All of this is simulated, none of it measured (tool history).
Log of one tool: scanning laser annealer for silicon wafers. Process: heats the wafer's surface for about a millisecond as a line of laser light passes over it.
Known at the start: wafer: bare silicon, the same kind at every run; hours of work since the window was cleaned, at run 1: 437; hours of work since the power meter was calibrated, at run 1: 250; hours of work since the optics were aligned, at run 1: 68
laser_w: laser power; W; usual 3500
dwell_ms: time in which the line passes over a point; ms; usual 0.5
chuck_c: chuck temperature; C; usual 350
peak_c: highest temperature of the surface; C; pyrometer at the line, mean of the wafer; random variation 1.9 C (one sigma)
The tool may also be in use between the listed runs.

| run | day | laser_w | dwell_ms | chuck_c | hours of work since the window was cleaned | hours of work since the power meter was calibrated | hours of work since the optics were aligned | peak_c |
|---|---|---|---|---|---|---|---|---|
| 1 | 0 | 3500 | 0.5 | 350 | 437 | 250 | 68 | 1081 |
| 2 | 0.529 | 3500 | 0.5 | 334 | 447 | 259 | 78 | 1068 |
| 3 | 1.054 | 3500 | 0.5 | 334 | 456 | 269 | 88 | 1064 |
| 4 | 1.462 | 3500 | 0.5 | 321 | 464 | 277 | 95 | 1053 |
| 5 | 1.85 | 3500 | 0.5 | 321 | 471 | 284 | 102 | 1054 |
| 6 | 2.221 | 3369 | 0.5 | 321 | 478 | 290 | 109 | 1021 |
| 7 | 2.571 | 3369 | 0.5 | 321 | 484 | 297 | 115 | 1022 |
| 8 | 3.133 | 3369 | 0.5 | 338 | 495 | 307 | 126 | 1038 |
| 9 | 3.692 | 3369 | 0.388 | 338 | 505 | 317 | 136 | 969 |
| 10 | 4.171 | 3022 | 0.5 | 350 | 514 | 326 | 145 | 975 |
| 11 | 4.946 | 3500 | 0.452 | 350 | 528 | 340 | 159 | 1048 |
| 12 | 5.696 | 3420 | 0.5 | 350 | 542 | 354 | 173 | 1058 |
| 13 | 6.15 | 3420 | 0.5 | 350 | 550 | 362 | 181 | 1058 |
| 14 | 6.517 | 3420 | 0.5 | 350 | 557 | 369 | 188 | 1058 |
| 15 | 6.917 | 3016 | 0.5 | 350 | 564 | 376 | 195 | 972 |
| 16 | 7.567 | 3225 | 0.562 | 352 | 576 | 388 | 207 | 1051 |
| 17 | 8.129 | 3065 | 0.539 | 325 | 586 | 399 | 217 | 977 |
| 18 | 8.704 | 3666 | 0.399 | 319 | 597 | 409 | 228 | 1011 |
| 19 | 9.354 | 3815 | 0.5 | 318 | 608 | 421 | 240 | 1105 |
| 20 | 9.962 | 3815 | 0.5 | 318 | 620 | 432 | 251 | 1106 |
| 21 | 10.438 | 3076 | 0.391 | 351 | 628 | 441 | 259 | 916 |
| 22 | 10.842 | 3754 | 0.391 | 388 | 636 | 448 | 267 | 1088 |
| 23 | 11.25 | 3194 | 0.425 | 313 | 643 | 456 | 274 | 922 |
| 24 | 11.8 | 3194 | 0.425 | 313 | 653 | 466 | 284 | 921 |
| 25 | 12.304 | 3144 | 0.353 | 326 | 662 | 475 | 294 | 879 |
| 26 | 12.954 | 3467 | 0.379 | 328 | 674 | 487 | 306 | 957 |
| 27 | 13.342 | 3671 | 0.41 | 322 | 681 | 494 | 313 | 1010 |
| 28 | 13.746 | 3842 | 0.58 | 362 | 689 | 502 | 320 | 1203 |
| 29 | 14.1 | 3842 | 0.58 | 362 | 695 | 508 | 327 | 1204 |

4 ways to go on from here, each from the tool as it stands after run 29. What would each give?
| A | 14.554 | 3500 | 0.5 | 314 | 704 | 516 | 335 | ? |
| B | 14.554 | 3842 | 0.386 | 346 | 704 | 516 | 335 | ? |
| C | 14.554 | 3842 | 0.37 | 362 | 704 | 516 | 335 | ? |
| D | 14.554 | 3842 | 0.58 | 360 | 704 | 516 | 335 | ? |

| run | peak_c |
|---|---|
| A | 1028 |
| B | 1048 |
| C | 1052 |
| D | 1198 |
Without the tool's hidden state the same runs would have given:
| run | peak_c |
|---|---|
| A | 1067 |
| B | 1086 |
| C | 1090 |
| D | 1245 |

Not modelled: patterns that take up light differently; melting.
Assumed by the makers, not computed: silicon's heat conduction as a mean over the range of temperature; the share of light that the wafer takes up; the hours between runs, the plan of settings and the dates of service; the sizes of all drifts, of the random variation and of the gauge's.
